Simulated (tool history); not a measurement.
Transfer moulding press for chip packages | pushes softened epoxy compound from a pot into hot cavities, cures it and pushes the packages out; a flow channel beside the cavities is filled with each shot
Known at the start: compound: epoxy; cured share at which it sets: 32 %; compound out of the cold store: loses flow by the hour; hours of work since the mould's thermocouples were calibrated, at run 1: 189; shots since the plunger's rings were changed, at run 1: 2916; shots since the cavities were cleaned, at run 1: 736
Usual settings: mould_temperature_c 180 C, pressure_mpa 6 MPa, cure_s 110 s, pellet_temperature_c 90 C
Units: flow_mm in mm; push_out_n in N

run   hour  mould_temperature_c  pressure_mpa  cure_s  pellet_temperature_c  hours of work since the mould's thermocouples were calibrated  shots since the plunger's rings were changed  shots since the cavities were cleaned  incoming compound's hours out of the cold store  flow_mm  push_out_n
  1      0                  180             6     110                    90                                                            189                                          2916                                    736                                             29.5      733         289
  2    8.9                  180             6     110                    84                                                            193                                          2986                                    806                                             44.2      678         270
  3   28.7                  180             6     110                    84                                                            203                                          3142                                    962                                             35.7      707         274
      39.5  -- cavities cleaned with cleaning compound and waxed
  4   40.2                  180             6     110                    90                                                            208                                          3221                                      5                                             12.4      796         287
  5   48.6                  180             6     110                    90                                                            213                                          3288                                     72                                             47.4      673         256
  6   66.4                  180             6     110                    90                                                            222                                          3428                                    212                                             39.2      707         268
  7   86.6                  180             6     110                    90                                                            232                                          3587                                    371                                              8.7      801         270
  8  102.9                  179          4.91     110                    90                                                            240                                          3716                                    500                                               25      672         278
  9  117.1                  179          4.91     110                    90                                                            248                                          3828                                    612                                             12.8      711         296
 10    129                  179          4.91     136                    90                                                            254                                          3922                                    706                                             12.9      719         242
 11    140                  179          4.91     136                    90                                                            259                                          4008                                    792                                             32.9      654         244
 12  157.9                  180             6     110                    90                                                            268                                          4149                                    933                                             42.9      690         267
 13  166.8                  174             6     110                    96                                                            273                                          4220                                   1004                                               25      767         400
     172.4  -- cavities cleaned with cleaning compound and waxed
 14  187.4                  174             6     110                    96                                                            283                                          4371                                    119                                               14      814         381

Hidden state at the last listed run before each entry between runs and at the first one after, where it differs:
Between runs 3 and 4: cavities cleaned with cleaning compound and waxed (hour 39.5)
  grip of the stained cavities, % over clean ones': 1.1 -> 0
Between runs 13 and 14: cavities cleaned with cleaning compound and waxed (hour 172.4)
  grip of the stained cavities, % over clean ones': 1.2 -> 0.2
